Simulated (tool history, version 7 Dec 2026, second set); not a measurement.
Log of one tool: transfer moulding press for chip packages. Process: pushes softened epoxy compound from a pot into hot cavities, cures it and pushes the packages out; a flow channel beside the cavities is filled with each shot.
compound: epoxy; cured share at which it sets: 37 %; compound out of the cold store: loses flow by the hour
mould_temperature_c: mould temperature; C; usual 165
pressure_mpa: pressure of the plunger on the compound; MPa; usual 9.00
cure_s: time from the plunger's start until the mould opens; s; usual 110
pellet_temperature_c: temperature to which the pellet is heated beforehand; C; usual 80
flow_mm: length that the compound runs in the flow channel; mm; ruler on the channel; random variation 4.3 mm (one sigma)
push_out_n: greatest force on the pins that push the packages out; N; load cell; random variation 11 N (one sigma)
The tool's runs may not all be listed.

run     day  mould_temperature_c  pressure_mpa  cure_s  pellet_temperature_c  incoming compound's hours out of the cold store  flow_mm  push_out_n
  1   0.000                  165          9.00     110                    80                                             34.3      650         480
      1.017  -- cavities cleaned with cleaning compound and waxed
  2   1.762                  165          9.00     110                    80                                             43.8      614         484
  3   3.496                  165          9.00     110                    71                                             43.2      612         477
  4   4.488                  165          9.00     110                    80                                             11.9      724         503
  5   5.983                  165          9.00     110                    80                                             40.9      628         504
      6.462  -- cavities cleaned with cleaning compound and waxed
  6   7.762                  165          9.00     110                    80                                             47.4      605         487
  7   8.658                  165          9.00     110                    80                                             13.9      720         511
  8   9.867                  165          9.00     110                    80                                             30.6      662         493
  9  10.812                  165          9.00     110                    85                                             24.8      685         511
     11.933  -- cavities cleaned with cleaning compound and waxed
 10  12.362                  170          9.00     110                    80                                             34.7      638         433
 11  13.521                  163          9.08     110                    80                                             21.4      702         532

Forecast run 12:
 12  14.975                  168          9.23     110                    80                                             44.0        ?           ?

{"run 12": {"flow_mm": 619, "push_out_n": 462}}
Without the tool's hidden state the same run would have given flow_mm 620 mm, push_out_n 457 N.

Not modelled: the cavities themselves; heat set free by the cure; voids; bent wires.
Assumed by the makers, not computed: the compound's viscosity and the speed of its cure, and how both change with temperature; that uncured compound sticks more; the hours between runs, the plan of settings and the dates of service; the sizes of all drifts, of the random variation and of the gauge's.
